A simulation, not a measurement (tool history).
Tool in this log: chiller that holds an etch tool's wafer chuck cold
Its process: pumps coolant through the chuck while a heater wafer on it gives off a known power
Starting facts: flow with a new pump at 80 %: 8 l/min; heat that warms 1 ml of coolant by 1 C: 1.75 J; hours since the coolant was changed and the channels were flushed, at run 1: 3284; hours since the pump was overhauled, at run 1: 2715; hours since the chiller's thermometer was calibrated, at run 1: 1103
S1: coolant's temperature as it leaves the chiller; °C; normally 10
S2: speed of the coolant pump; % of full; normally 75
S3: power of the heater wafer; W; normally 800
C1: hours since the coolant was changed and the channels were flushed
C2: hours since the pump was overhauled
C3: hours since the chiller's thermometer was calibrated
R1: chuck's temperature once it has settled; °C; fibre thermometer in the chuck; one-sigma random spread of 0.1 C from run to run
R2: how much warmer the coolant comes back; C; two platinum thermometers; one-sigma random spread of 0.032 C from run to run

Run 1, hour 0: usual settings; C1 3284; C2 2715; C3 1103. Result: R1 17.3 °C, R2 3.65 C.
Run 2, hour 236: usual settings; C1 3520; C2 2951; C3 1339. Result: R1 17.4 °C, R2 3.73 C.
Run 3, hour 388.6: usual settings but S1 15 °C; C1 3673; C2 3104; C3 1492. Result: R1 22.5 °C, R2 3.65 C.
Run 4, hour 572.3: usual settings but S1 15 °C; C1 3856; C2 3288; C3 1675. Result: R1 22.3 °C, R2 3.69 C.
Run 5, hour 767.6: usual settings but S1 15 °C; C1 4051; C2 3483; C3 1871. Result: R1 22.5 °C, R2 3.6 C.
Run 6, hour 892.9: usual settings but S1 15 °C; C1 4177; C2 3608; C3 1996. Result: R1 22.4 °C, R2 3.65 C.
Run 7, hour 1061.3: usual settings but S1 15 °C, S2 90 % of full; C1 4345; C2 3777; C3 2164. Result: R1 21.6 °C, R2 3.04 C.
Run 8, hour 1243.8: usual settings but S1 15 °C, S2 90 % of full; C1 4528; C2 3959; C3 2347. Result: R1 21.7 °C, R2 3.01 C.
Run 9, hour 1453.3: usual settings; C1 4737; C2 4169; C3 2556. Result: R1 17.4 °C, R2 3.66 C.
Run 10, hour 1610.1: usual settings; C1 4894; C2 4325; C3 2713. Result: R1 17.5 °C, R2 3.64 C.
Run 11, hour 1749.1: usual settings; C1 5033; C2 4464; C3 2852. Result: R1 17.4 °C, R2 3.64 C.
Run 12, hour 1937.2: usual settings but S2 70 % of full; C1 5221; C2 4652; C3 3040. Result: R1 17.7 °C, R2 3.88 C.
Run 13, hour 2136.7: usual settings but S2 73 % of full; C1 5421; C2 4852; C3 3240. Result: R1 17.5 °C, R2 3.78 C.
Run 14, hour 2269.7: usual settings but S2 87 % of full; C1 5554; C2 4985; C3 3373. Result: R1 16.8 °C, R2 3.1 C.
Run 15, hour 2415.7: usual settings but S2 87 % of full; C1 5700; C2 5131; C3 3519. Result: R1 16.6 °C, R2 3.14 C.
At hour 2441.7: coolant changed, channels flushed.
Run 16, hour 2564.4: usual settings but S2 87 % of full; C1 123; C2 5274; C3 3661. Result: R1 16.8 °C, R2 3.14 C.
At hour 2746.6: chiller's thermometer calibrated.
Run 17, hour 2746.6: usual settings but S1 12 °C; C1 304; C2 5455; C3 0. Result: R1 19.3 °C, R2 3.72 C.
Run 18, hour 2886.6: usual settings but S2 97 % of full, S3 423 W; C1 444; C2 5595; C3 140. Result: R1 13.4 °C, R2 1.52 C.
Run 19, hour 3095.1: usual settings but S2 76 % of full, S3 570 W; C1 652; C2 5803; C3 349. Result: R1 15.1 °C, R2 2.56 C.
Run 20, hour 3294.5: usual settings but S2 76 % of full, S3 570 W; C1 852; C2 6003; C3 548. Result: R1 15.3 °C, R2 2.56 C.
At hour 3471.2: coolant pump overhauled.
Run 21, hour 3514.7: usual settings but S2 76 % of full, S3 570 W; C1 1067; C2 43; C3 763. Result: R1 15.1 °C, R2 2.56 C.
Run 22, hour 3650.7: usual settings but S2 86 % of full, S3 794 W; C1 1203; C2 180; C3 899. Result: R1 16.7 °C, R2 3.18 C.
Run 23, hour 3784.5: usual settings but S1 12 °C, S2 67 % of full, S3 1085 W; C1 1337; C2 313; C3 1033. Result: R1 22.9 °C, R2 5.61 C.
Run 24, hour 3910.7: usual settings but S1 14 °C, S2 63 % of full, S3 1085 W; C1 1463; C2 440; C3 1159. Result: R1 25.2 °C, R2 5.87 C.
Run 25, hour 4068.3: usual settings but S1 4 °C, S2 86 % of full; C1 1621; C2 597; C3 1317. Result: R1 10.8 °C, R2 3.17 C.
Run 26, hour 4220.6: usual settings but S1 4 °C, S2 77 % of full, S3 875 W; C1 1773; C2 749; C3 1469. Result: R1 12 °C, R2 3.85 C.
Run 27, hour 4353.7: usual settings but S1 16 °C, S2 77 % of full; C1 1906; C2 883; C3 1602. Result: R1 23.4 °C, R2 3.6 C.
Run 28, hour 4562.1: usual settings but S1 5 °C, S2 81 % of full; C1 2114; C2 1091; C3 1811. Result: R1 12.2 °C, R2 3.34 C.
Run 29, hour 4682.9: usual settings but S1 15 °C, S3 703 W; C1 2235; C2 1212; C3 1931. Result: R1 21.5 °C, R2 3.2 C.
Run 30, hour 4783.6: usual settings but S1 15 °C, S2 96 % of full, S3 886 W; C1 2336; C2 1312; C3 2032. Result: R1 22.1 °C, R2 3.08 C.
Run 31, hour 4918.3: usual settings but S1 15 °C, S2 96 % of full, S3 886 W; C1 2471; C2 1447; C3 2167. Result: R1 22.3 °C, R2 3.14 C.
Run 32, hour 5136.4: usual settings but S1 15 °C, S2 96 % of full, S3 886 W; C1 2689; C2 1665; C3 2385. Result: R1 22.2 °C, R2 3.18 C.

Entry by entry between the runs, the difference in hidden state between the last listed run before and the first listed run after:
Between runs 15 and 16: coolant changed, channels flushed (hour 2441.7)
  heat passed by the chuck's channels, % of clean ones': 99.8 -> 100
Between runs 16 and 17: chiller's thermometer calibrated (hour 2746.6)
  coolant's true temperature over the reading, C: 0.01 -> 0
Between runs 20 and 21: coolant pump overhauled (hour 3471.2)
  heat passed by the chuck's channels, % of clean ones': 100 -> 99.9; flow at a given pump speed, % of a new pump's: 99.8 -> 100
